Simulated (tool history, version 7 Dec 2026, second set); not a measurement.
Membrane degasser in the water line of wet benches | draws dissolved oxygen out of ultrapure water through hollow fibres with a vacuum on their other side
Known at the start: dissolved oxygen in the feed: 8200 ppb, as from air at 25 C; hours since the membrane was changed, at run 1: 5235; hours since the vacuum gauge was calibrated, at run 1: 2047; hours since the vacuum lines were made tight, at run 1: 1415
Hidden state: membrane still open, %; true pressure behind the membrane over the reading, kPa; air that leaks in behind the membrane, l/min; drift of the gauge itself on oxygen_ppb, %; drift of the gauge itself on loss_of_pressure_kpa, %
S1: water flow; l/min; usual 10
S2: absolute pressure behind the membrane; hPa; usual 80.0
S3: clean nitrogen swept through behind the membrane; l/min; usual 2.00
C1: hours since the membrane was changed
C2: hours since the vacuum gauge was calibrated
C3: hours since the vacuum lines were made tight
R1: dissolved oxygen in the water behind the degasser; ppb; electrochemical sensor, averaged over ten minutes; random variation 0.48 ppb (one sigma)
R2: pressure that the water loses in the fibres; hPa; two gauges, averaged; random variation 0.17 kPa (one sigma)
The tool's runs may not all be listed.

run,hour,S1,S2,S3,C1,C2,C3,R1,R2
1,0.0,10,80.0,2.00,5235,2047,1415,59.6,338.2
2,188.4,10,80.0,2.00,5424,2235,1604,60.4,342.6
3,314.4,10,80.0,2.00,5550,2361,1730,60.1,338.2
4,494.8,10,80.0,2.00,5730,2542,1910,60.6,337.3
5,661.1,10,80.0,2.00,5896,2708,2077,60.8,338.1
6,786.3,10,80.0,2.00,6021,2833,2202,59.9,342.9
7,939.3,10,89.6,2.00,6175,2986,2355,72.2,339.4
8,1023.0,10,89.6,2.00,6258,3070,2438,72.0,338.5
9,1103.0,10,89.6,2.00,6338,3150,2518,71.0,338.7
10,1227.1,10,89.6,2.00,6462,3274,2643,72.2,334.7
11,1350.2,7,80.0,2.00,6585,3397,2766,42.2,238.3
12,1453.1,7,80.0,2.00,6688,3500,2869,42.0,236.1
13,1642.0,10,80.0,2.00,6877,3689,3058,59.6,337.6
14,1814.7,7,80.0,2.00,7050,3861,3230,41.6,237.2
15,2010.4,10,80.0,4.36,7246,4057,3426,29.5,340.0
16,2106.7,10,80.0,4.36,7342,4153,3522,28.8,335.0
17,2251.3,15,112.8,1.86,7486,4298,3667,164.6,505.3
18,2414.9,15,112.8,1.86,7650,4462,3830,163.5,502.5
19,2525.3,10,80.0,1.21,7761,4572,3941,95.1,333.2
20,2607.3,10,80.0,1.21,7842,4654,4023,97.1,331.6
21,2790.1,7,80.0,5.50,8025,4837,4206,15.5,230.6
22,2933.4,9,71.4,2.68,8169,4980,4349,33.3,300.9
23,3044.9,7,126.0,2.00,8280,5092,4460,80.8,232.2
24,3149.3,10,111.0,4.09,8385,5196,4565,50.5,335.1
25,3302.6,10,111.0,4.09,8538,5349,4718,49.5,333.7
26,3493.1,8,107.3,0.91,8728,5540,4909,154.7,269.9
27,3678.8,8,123.6,5.26,8914,5726,5094,34.8,266.5
28,3849.4,14,80.0,4.47,9085,5896,5265,46.4,460.0
29,4007.5,14,160.6,4.41,9243,6054,5423,108.4,461.1
30,4193.6,7,77.3,1.37,9429,6240,5609,56.6,231.3
31,4297.4,7,77.3,1.37,9533,6344,5713,57.1,232.2
32,4441.0,10,72.8,1.24,9676,6488,5857,81.8,331.9

The same runs without the tool's hidden state, with the same run-to-run variation:
run,R2
1,337.8
2,342.6
3,338.5
4,338.0
5,339.1
6,344.2
7,341.1
8,340.3
9,340.6
10,336.9
11,240.1
12,238.0
13,340.6
14,239.6
15,343.9
16,339.0
17,511.8
18,509.5
19,338.1
20,336.7
21,234.4
22,306.0
23,236.4
24,341.3
25,340.1
26,275.4
27,272.3
28,470.6
29,472.2
30,237.1
31,238.2
32,340.8
R1: within 0.3 ppb of the measured result in every run.

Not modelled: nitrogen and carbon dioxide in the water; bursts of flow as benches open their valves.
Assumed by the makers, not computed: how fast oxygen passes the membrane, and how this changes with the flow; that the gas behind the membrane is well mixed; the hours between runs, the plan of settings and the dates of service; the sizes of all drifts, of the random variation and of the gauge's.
